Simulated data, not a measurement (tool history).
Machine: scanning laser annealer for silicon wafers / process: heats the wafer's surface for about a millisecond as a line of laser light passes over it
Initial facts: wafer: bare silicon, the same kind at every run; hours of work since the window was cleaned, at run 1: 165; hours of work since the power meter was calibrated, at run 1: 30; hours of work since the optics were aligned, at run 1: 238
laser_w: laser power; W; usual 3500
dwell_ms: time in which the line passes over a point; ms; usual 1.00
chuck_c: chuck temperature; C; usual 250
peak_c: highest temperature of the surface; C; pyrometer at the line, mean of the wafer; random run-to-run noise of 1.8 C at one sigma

run,day,laser_w,dwell_ms,chuck_c,hours of work since the window was cleaned,hours of work since the power meter was calibrated,hours of work since the optics were aligned,peak_c
1,0.000,3500,1.00,250,165,30,238,1012
2,0.408,3500,1.00,250,170,35,243,1013
3,0.738,3500,1.00,250,174,39,248,1011
4,1.025,3500,1.00,250,178,43,251,1013
5,1.225,3500,1.00,250,180,45,254,1011
6,1.483,3500,1.00,250,184,49,257,1012
7,1.700,3500,1.00,215,186,51,260,976
8,1.983,3500,1.00,215,190,55,263,978
9,2.446,3500,1.00,215,196,61,269,975
10,2.842,3500,1.00,250,201,66,274,1009
11,3.283,3500,1.06,250,206,71,280,1035
12,3.608,3500,1.06,250,210,75,284,1034
13,3.992,3500,1.06,250,215,80,288,1034
14,4.238,3500,1.06,250,218,83,292,1036
15,4.675,3500,1.00,256,224,89,297,1014
16,4.983,3500,1.00,250,228,93,301,1008
17,5.350,3500,1.00,250,232,97,306,1011
18,5.804,3290,0.79,264,238,103,311,878
19,6.238,3057,0.80,243,243,108,317,809
# day 6.358: window over the wafer cleaned
20,6.683,3769,0.77,210,4,113,321,917
21,7.025,3769,0.77,210,8,117,326,913
22,7.500,3016,1.00,250,14,123,332,873

Run 23, settings as shown, results not yet in. Your forecast:
23,7.800,3321,0.96,250,18,127,335,?

{"run 23": {"peak_c": 939}}
With no hidden state in the tool, this same run would have given peak_c 968 C.
